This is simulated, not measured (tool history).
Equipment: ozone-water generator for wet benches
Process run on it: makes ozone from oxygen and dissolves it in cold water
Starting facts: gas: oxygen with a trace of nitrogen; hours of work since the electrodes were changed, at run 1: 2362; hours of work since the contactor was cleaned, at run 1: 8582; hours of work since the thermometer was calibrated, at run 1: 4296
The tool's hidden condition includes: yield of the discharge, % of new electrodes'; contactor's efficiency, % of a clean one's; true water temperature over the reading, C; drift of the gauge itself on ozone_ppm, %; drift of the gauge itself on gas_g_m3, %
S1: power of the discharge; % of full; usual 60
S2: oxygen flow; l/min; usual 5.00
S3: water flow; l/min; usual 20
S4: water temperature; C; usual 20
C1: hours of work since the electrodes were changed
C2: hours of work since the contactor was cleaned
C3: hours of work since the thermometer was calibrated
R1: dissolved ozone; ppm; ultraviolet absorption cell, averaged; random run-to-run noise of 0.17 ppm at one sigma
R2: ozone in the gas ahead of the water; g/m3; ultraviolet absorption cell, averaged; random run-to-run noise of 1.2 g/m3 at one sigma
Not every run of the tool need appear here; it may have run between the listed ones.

{"run": 1, "hour": 0.0, "S1": 60, "S2": 5.0, "S3": 20, "S4": 20, "C1": 2362, "C2": 8582, "C3": 4296, "R1": 21.0, "R2": 221.6}
{"run": 2, "hour": 55.8, "S1": 60, "S2": 5.0, "S3": 20, "S4": 20, "C1": 2418, "C2": 8638, "C3": 4351, "R1": 21.0, "R2": 220.9}
{"run": 3, "hour": 108.7, "S1": 60, "S2": 5.0, "S3": 20, "S4": 20, "C1": 2471, "C2": 8691, "C3": 4404, "R1": 21.0, "R2": 222.0}
{"run": 4, "hour": 168.9, "S1": 60, "S2": 5.0, "S3": 20, "S4": 13, "C1": 2531, "C2": 8751, "C3": 4464, "R1": 22.9, "R2": 219.2}
{"run": 5, "hour": 213.0, "S1": 60, "S2": 5.0, "S3": 20, "S4": 13, "C1": 2575, "C2": 8795, "C3": 4508, "R1": 22.9, "R2": 223.0}
{"run": 6, "hour": 264.0, "S1": 60, "S2": 3.73, "S3": 20, "S4": 20, "C1": 2626, "C2": 8846, "C3": 4559, "R1": 20.0, "R2": 250.4}
{"hour": 284.2, "done": "water thermometer calibrated"}
{"run": 7, "hour": 360.3, "S1": 60, "S2": 3.73, "S3": 20, "S4": 20, "C1": 2721, "C2": 8941, "C3": 76, "R1": 20.1, "R2": 249.6}
{"run": 8, "hour": 462.3, "S1": 60, "S2": 5.0, "S3": 20, "S4": 20, "C1": 2823, "C2": 9043, "C3": 178, "R1": 20.7, "R2": 219.7}
{"run": 9, "hour": 522.5, "S1": 60, "S2": 5.0, "S3": 20, "S4": 20, "C1": 2883, "C2": 9103, "C3": 238, "R1": 20.6, "R2": 220.7}
{"run": 10, "hour": 618.3, "S1": 60, "S2": 5.0, "S3": 20, "S4": 20, "C1": 2978, "C2": 9198, "C3": 333, "R1": 21.2, "R2": 221.2}
{"run": 11, "hour": 724.1, "S1": 60, "S2": 5.0, "S3": 20, "S4": 20, "C1": 3084, "C2": 9304, "C3": 439, "R1": 20.8, "R2": 221.4}
{"run": 12, "hour": 771.8, "S1": 60, "S2": 5.0, "S3": 20, "S4": 20, "C1": 3131, "C2": 9351, "C3": 486, "R1": 20.7, "R2": 220.0}
{"run": 13, "hour": 819.9, "S1": 60, "S2": 5.0, "S3": 20, "S4": 20, "C1": 3180, "C2": 9400, "C3": 534, "R1": 20.9, "R2": 220.3}
{"hour": 842.5, "done": "contactor cleaned"}
{"run": 14, "hour": 878.1, "S1": 60, "S2": 5.0, "S3": 20, "S4": 20, "C1": 3234, "C2": 35, "C3": 588, "R1": 21.4, "R2": 220.6}
{"run": 15, "hour": 963.7, "S1": 60, "S2": 5.0, "S3": 20, "S4": 20, "C1": 3319, "C2": 121, "C3": 674, "R1": 21.3, "R2": 218.8}
{"run": 16, "hour": 1021.1, "S1": 60, "S2": 5.0, "S3": 20, "S4": 19, "C1": 3376, "C2": 178, "C3": 731, "R1": 21.4, "R2": 219.0}
{"run": 17, "hour": 1113.8, "S1": 89, "S2": 5.0, "S3": 27, "S4": 15, "C1": 3469, "C2": 271, "C3": 823, "R1": 24.6, "R2": 304.0}
{"run": 18, "hour": 1167.4, "S1": 89, "S2": 5.0, "S3": 27, "S4": 15, "C1": 3522, "C2": 324, "C3": 877, "R1": 24.3, "R2": 303.8}
{"run": 19, "hour": 1247.8, "S1": 89, "S2": 5.0, "S3": 27, "S4": 15, "C1": 3602, "C2": 404, "C3": 957, "R1": 24.3, "R2": 304.7}
{"run": 20, "hour": 1306.4, "S1": 44, "S2": 4.98, "S3": 20, "S4": 18, "C1": 3661, "C2": 463, "C3": 1015, "R1": 17.1, "R2": 171.4}
{"run": 21, "hour": 1391.0, "S1": 44, "S2": 4.98, "S3": 20, "S4": 18, "C1": 3745, "C2": 547, "C3": 1100, "R1": 17.0, "R2": 167.8}
{"run": 22, "hour": 1458.1, "S1": 80, "S2": 4.98, "S3": 27, "S4": 12, "C1": 3812, "C2": 614, "C3": 1167, "R1": 23.1, "R2": 278.4}
{"run": 23, "hour": 1525.1, "S1": 43, "S2": 5.0, "S3": 18, "S4": 13, "C1": 3879, "C2": 681, "C3": 1234, "R1": 19.5, "R2": 166.0}
{"run": 24, "hour": 1584.4, "S1": 43, "S2": 5.0, "S3": 18, "S4": 13, "C1": 3938, "C2": 740, "C3": 1293, "R1": 19.4, "R2": 165.0}
{"run": 25, "hour": 1674.0, "S1": 77, "S2": 5.0, "S3": 18, "S4": 13, "C1": 4027, "C2": 829, "C3": 1382, "R1": 31.6, "R2": 270.2}
{"run": 26, "hour": 1752.1, "S1": 77, "S2": 4.87, "S3": 18, "S4": 13, "C1": 4105, "C2": 907, "C3": 1460, "R1": 30.8, "R2": 271.9}
{"run": 27, "hour": 1805.2, "S1": 53, "S2": 4.87, "S3": 18, "S4": 19, "C1": 4158, "C2": 960, "C3": 1513, "R1": 21.1, "R2": 196.9}
{"run": 28, "hour": 1866.4, "S1": 53, "S2": 4.87, "S3": 13, "S4": 19, "C1": 4219, "C2": 1021, "C3": 1574, "R1": 26.7, "R2": 200.4}
{"run": 29, "hour": 1951.9, "S1": 42, "S2": 3.34, "S3": 17, "S4": 15, "C1": 4304, "C2": 1106, "C3": 1659, "R1": 18.0, "R2": 195.7}
{"run": 30, "hour": 2005.8, "S1": 60, "S2": 3.66, "S3": 19, "S4": 23, "C1": 4358, "C2": 1160, "C3": 1713, "R1": 20.0, "R2": 248.8}
{"run": 31, "hour": 2080.5, "S1": 60, "S2": 3.96, "S3": 20, "S4": 19, "C1": 4433, "C2": 1235, "C3": 1787, "R1": 20.5, "R2": 238.7}
{"run": 32, "hour": 2179.5, "S1": 57, "S2": 2.74, "S3": 20, "S4": 20, "C1": 4531, "C2": 1333, "C3": 1886, "R1": 17.8, "R2": 270.7}

A few steps of R1 between consecutive runs. Split each: what settings, incoming material and random variation would produce without the hidden state, and what is left over for the hidden state, along with gauge scatter present in only one of the two compared results (measured, and without hidden state):
Run 13 -> 14: contactor cleaned. R1 +0.5 ppm: hidden state +0.7, all else -0.2.
Run 19 -> 20: S1 89 -> 44, S2 5.00 -> 4.98, S3 27 -> 20, S4 15 -> 18. R1 -7.2 ppm: hidden state +0.7, all else -7.9.
Run 24 -> 25: S1 43 -> 77. R1 +12.2 ppm: hidden state -1.0, all else +13.2.
Run 26 -> 27: S1 77 -> 53, S4 13 -> 19. R1 -9.7 ppm: hidden state +0.7, all else -10.4.
Run 28 -> 29: S1 53 -> 42, S2 4.87 -> 3.34, S3 13 -> 17, S4 19 -> 15. R1 -8.7 ppm: hidden state +0.4, all else -9.1.
